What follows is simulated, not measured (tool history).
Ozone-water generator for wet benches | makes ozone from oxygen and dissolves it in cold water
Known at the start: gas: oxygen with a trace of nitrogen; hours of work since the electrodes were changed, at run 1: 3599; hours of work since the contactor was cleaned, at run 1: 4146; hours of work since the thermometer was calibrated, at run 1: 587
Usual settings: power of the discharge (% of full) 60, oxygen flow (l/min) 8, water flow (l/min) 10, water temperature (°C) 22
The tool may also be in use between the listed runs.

| run | hour | power of the discharge (% of full) | oxygen flow (l/min) | water flow (l/min) | water temperature (°C) | hours of work since the electrodes were changed | hours of work since the contactor was cleaned | hours of work since the thermometer was calibrated | dissolved ozone (ppm) | ozone in the gas ahead of the water (g/m3) |
|---|---|---|---|---|---|---|---|---|---|---|
| 1 | 0 | 60 | 8 | 10 | 22 | 3599 | 4146 | 587 | 20.1 | 130.2 |
| 2 | 181.1 | 60 | 8 | 10 | 22 | 3723 | 4270 | 711 | 20 | 128.9 |
| 3 | 322.4 | 60 | 8 | 10 | 22 | 3820 | 4367 | 808 | 19.9 | 129.3 |
| 4 | 418 | 60 | 8 | 10 | 22 | 3886 | 4432 | 874 | 19.8 | 130.7 |
| 5 | 506.8 | 60 | 8 | 10 | 22 | 3946 | 4493 | 934 | 20 | 127.7 |
| 6 | 692.6 | 60 | 8 | 10 | 22 | 4074 | 4621 | 1062 | 19.9 | 129.1 |
| 7 | 878.4 | 60 | 8 | 10 | 22 | 4201 | 4748 | 1189 | 19.6 | 128.2 |
| 8 | 1059.6 | 55 | 8 | 10 | 22 | 4325 | 4872 | 1313 | 18.9 | 123.6 |
|  | 1073.9 | contactor cleaned |
| 9 | 1247.9 | 60 | 8 | 10 | 15 | 4451 | 119 | 1439 | 24.3 | 128.7 |
| 10 | 1368.9 | 60 | 8 | 10 | 22 | 4534 | 202 | 1522 | 20.5 | 126.8 |
| 11 | 1496.1 | 60 | 8 | 10 | 22 | 4621 | 289 | 1609 | 20.1 | 126.4 |
| 12 | 1673.1 | 60 | 8 | 10 | 22 | 4742 | 410 | 1730 | 20.3 | 127.2 |
| 13 | 1845.1 | 60 | 8 | 10 | 22 | 4860 | 528 | 1848 | 20.2 | 127.7 |
| 14 | 2031 | 60 | 8 | 10 | 22 | 4987 | 655 | 1975 | 20 | 128.1 |
| 15 | 2228.9 | 60 | 8 | 10 | 22 | 5123 | 791 | 2111 | 20.5 | 128 |
| 16 | 2385 | 60 | 8 | 12 | 22 | 5229 | 898 | 2217 | 18.3 | 124.7 |
| 17 | 2558.4 | 53 | 8 | 10 | 21 | 5348 | 1016 | 2336 | 19.4 | 118.4 |
| 18 | 2683.8 | 53 | 8 | 10 | 21 | 5434 | 1102 | 2422 | 19.1 | 118.9 |
| 19 | 2863.8 | 53 | 8.73 | 10 | 20 | 5557 | 1225 | 2545 | 18.7 | 110.3 |
| 20 | 3005.4 | 70 | 8 | 10 | 15 | 5654 | 1322 | 2642 | 25.4 | 135.5 |
| 21 | 3118.2 | 48 | 10.79 | 10 | 29 | 5731 | 1400 | 2719 | 12.9 | 91.6 |
| 22 | 3229.3 | 75 | 13.71 | 13 | 21 | 5807 | 1476 | 2795 | 16 | 98 |
| 23 | 3421.8 | 42 | 8 | 10 | 29 | 5939 | 1607 | 2927 | 14 | 104.2 |
| 24 | 3551.9 | 47 | 5.4 | 14 | 22 | 6028 | 1696 | 3016 | 16.3 | 143 |
| 25 | 3708 | 47 | 5.4 | 14 | 22 | 6135 | 1803 | 3123 | 16.6 | 142.2 |
| 26 | 3862.8 | 60 | 13.88 | 16 | 22 | 6241 | 1909 | 3229 | 12 | 84.5 |
| 27 | 3952.6 | 60 | 13.88 | 16 | 22 | 6303 | 1971 | 3291 | 12.2 | 84.4 |
| 28 | 4070.4 | 60 | 13.88 | 16 | 22 | 6383 | 2051 | 3371 | 12.4 | 85.3 |
| 29 | 4209.4 | 60 | 13.88 | 16 | 22 | 6478 | 2147 | 3466 | 12.4 | 85.6 |
| 30 | 4369.7 | 60 | 8 | 10 | 24 | 6588 | 2256 | 3576 | 18.8 | 123.2 |
| 31 | 4467.3 | 80 | 5.26 | 8 | 23 | 6655 | 2323 | 3643 | 28.9 | 190.9 |
| 32 | 4577.3 | 72 | 8 | 15 | 22 | 6730 | 2398 | 3718 | 17.4 | 135 |

The same runs without the tool's hidden state, with the same run-to-run variation:
The hidden state here: yield of the discharge, % of new electrodes'; contactor's efficiency, % of a clean one's; true water temperature over the reading, C; drift of the gauge itself on ozone_ppm, %; drift of the gauge itself on gas_g_m3, %.
| run | dissolved ozone (ppm) | ozone in the gas ahead of the water (g/m3) |
|---|---|---|
| 1 | 21.8 | 136.8 |
| 2 | 21.7 | 135.8 |
| 3 | 21.6 | 136.3 |
| 4 | 21.6 | 138 |
| 5 | 21.7 | 134.9 |
| 6 | 21.7 | 136.7 |
| 7 | 21.5 | 136 |
| 8 | 20.7 | 130.9 |
| 9 | 25.9 | 136.9 |
| 10 | 21.8 | 135.2 |
| 11 | 21.5 | 134.9 |
| 12 | 21.8 | 136 |
| 13 | 21.7 | 136.8 |
| 14 | 21.6 | 137.4 |
| 15 | 22.1 | 137.6 |
| 16 | 19.8 | 134.4 |
| 17 | 20.9 | 127 |
| 18 | 20.7 | 127.7 |
| 19 | 20.4 | 118.8 |
| 20 | 28 | 148 |
| 21 | 14 | 98.3 |
| 22 | 17.7 | 107.6 |
| 23 | 15.1 | 111.5 |
| 24 | 17.9 | 154.1 |
| 25 | 18.2 | 153.5 |
| 26 | 13.4 | 92.5 |
| 27 | 13.6 | 92.4 |
| 28 | 13.8 | 93.5 |
| 29 | 13.8 | 93.9 |
| 30 | 21 | 135.5 |
| 31 | 32.8 | 213.5 |
| 32 | 19.7 | 150.3 |

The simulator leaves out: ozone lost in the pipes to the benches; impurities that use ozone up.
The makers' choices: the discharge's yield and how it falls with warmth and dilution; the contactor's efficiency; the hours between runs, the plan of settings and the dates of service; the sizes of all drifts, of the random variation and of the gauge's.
